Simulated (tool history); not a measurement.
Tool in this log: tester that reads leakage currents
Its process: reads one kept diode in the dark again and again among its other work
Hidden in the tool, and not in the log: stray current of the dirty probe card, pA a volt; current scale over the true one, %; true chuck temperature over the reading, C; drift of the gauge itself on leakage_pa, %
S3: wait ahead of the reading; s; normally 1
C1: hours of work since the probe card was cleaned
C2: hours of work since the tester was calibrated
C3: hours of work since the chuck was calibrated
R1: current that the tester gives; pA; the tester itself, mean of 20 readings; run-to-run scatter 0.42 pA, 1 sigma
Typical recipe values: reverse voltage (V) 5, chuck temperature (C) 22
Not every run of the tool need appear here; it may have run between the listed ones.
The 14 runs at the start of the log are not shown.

{"hour": 1990.7, "done": "probe card cleaned and baked"}
{"run": 15, "hour": 2074.7, "reverse voltage (V)": 2.52, "chuck temperature (C)": 22, "S3": 1, "C1": 50, "C2": 5160, "C3": 997, "R1": 120.78}
{"run": 16, "hour": 2196.2, "reverse voltage (V)": 5, "chuck temperature (C)": 22, "S3": 5.34, "C1": 121, "C2": 5232, "C3": 1068, "R1": 162.91}
{"run": 17, "hour": 2390.3, "reverse voltage (V)": 5, "chuck temperature (C)": 22, "S3": 5.34, "C1": 236, "C2": 5347, "C3": 1183, "R1": 166.43}
{"run": 18, "hour": 2538.0, "reverse voltage (V)": 3.93, "chuck temperature (C)": 22, "S3": 5.34, "C1": 323, "C2": 5434, "C3": 1270, "R1": 152.18}
{"hour": 2645.2, "done": "chuck's temperature calibrated"}
{"run": 19, "hour": 2738.8, "reverse voltage (V)": 4.56, "chuck temperature (C)": 28, "S3": 0.33, "C1": 440, "C2": 5551, "C3": 55, "R1": 215.11}
{"run": 20, "hour": 2924.7, "reverse voltage (V)": 5, "chuck temperature (C)": 23, "S3": 1.48, "C1": 550, "C2": 5661, "C3": 165, "R1": 159.74}
{"run": 21, "hour": 3135.1, "reverse voltage (V)": 5, "chuck temperature (C)": 23, "S3": 1.48, "C1": 674, "C2": 5785, "C3": 289, "R1": 162.21}
{"hour": 3194.9, "done": "tester calibrated"}
{"run": 22, "hour": 3327.6, "reverse voltage (V)": 5, "chuck temperature (C)": 23, "S3": 1.48, "C1": 787, "C2": 78, "C3": 402, "R1": 163.45}
{"run": 23, "hour": 3437.5, "reverse voltage (V)": 5, "chuck temperature (C)": 23, "S3": 1.48, "C1": 852, "C2": 143, "C3": 467, "R1": 165.3}
{"run": 24, "hour": 3620.2, "reverse voltage (V)": 5, "chuck temperature (C)": 23, "S3": 1.48, "C1": 960, "C2": 251, "C3": 574, "R1": 167.52}
{"run": 25, "hour": 3821.1, "reverse voltage (V)": 5, "chuck temperature (C)": 23, "S3": 1.48, "C1": 1078, "C2": 370, "C3": 693, "R1": 172.18}
{"run": 26, "hour": 4023.4, "reverse voltage (V)": 15.06, "chuck temperature (C)": 23, "S3": 4.15, "C1": 1198, "C2": 489, "C3": 812, "R1": 291.08}
{"run": 27, "hour": 4182.9, "reverse voltage (V)": 15.06, "chuck temperature (C)": 23, "S3": 4.15, "C1": 1292, "C2": 583, "C3": 907, "R1": 294.05}
{"run": 28, "hour": 4358.4, "reverse voltage (V)": 11.58, "chuck temperature (C)": 45, "S3": 1.01, "C1": 1395, "C2": 687, "C3": 1010, "R1": 1086.45}
{"hour": 4499.7, "done": "probe card cleaned and baked"}
{"run": 29, "hour": 4538.9, "reverse voltage (V)": 11.97, "chuck temperature (C)": 52, "S3": 3.92, "C1": 23, "C2": 792, "C3": 1115, "R1": 1671.78}
{"run": 30, "hour": 4730.5, "reverse voltage (V)": 3.79, "chuck temperature (C)": 29, "S3": 3.92, "C1": 136, "C2": 905, "C3": 1228, "R1": 242.03}

4 options for the next run, each taken on its own from the tool as it stands now. Forecast them:
{"run": "A", "hour": 4867.5, "reverse voltage (V)": 3.79, "chuck temperature (C)": 29, "S3": 1.27, "C1": 217, "C2": 986, "C3": 1309, "R1": "?"}
{"run": "B", "hour": 4867.5, "reverse voltage (V)": 3.02, "chuck temperature (C)": 22, "S3": 0.51, "C1": 217, "C2": 986, "C3": 1309, "R1": "?"}
{"run": "C", "hour": 4867.5, "reverse voltage (V)": 2.9, "chuck temperature (C)": 37, "S3": 6.31, "C1": 217, "C2": 986, "C3": 1309, "R1": "?"}
{"run": "D", "hour": 4867.5, "reverse voltage (V)": 2.33, "chuck temperature (C)": 21, "S3": 6.88, "C1": 217, "C2": 986, "C3": 1309, "R1": "?"}

run=A R1=242.96
run=B R1=136.91
run=C R1=372
run=D R1=113.56
Without the tool's hidden state the same runs would have given:
run=A R1=203.09
run=B R1=113.44
run=C R1=314.26
run=D R1=93.86
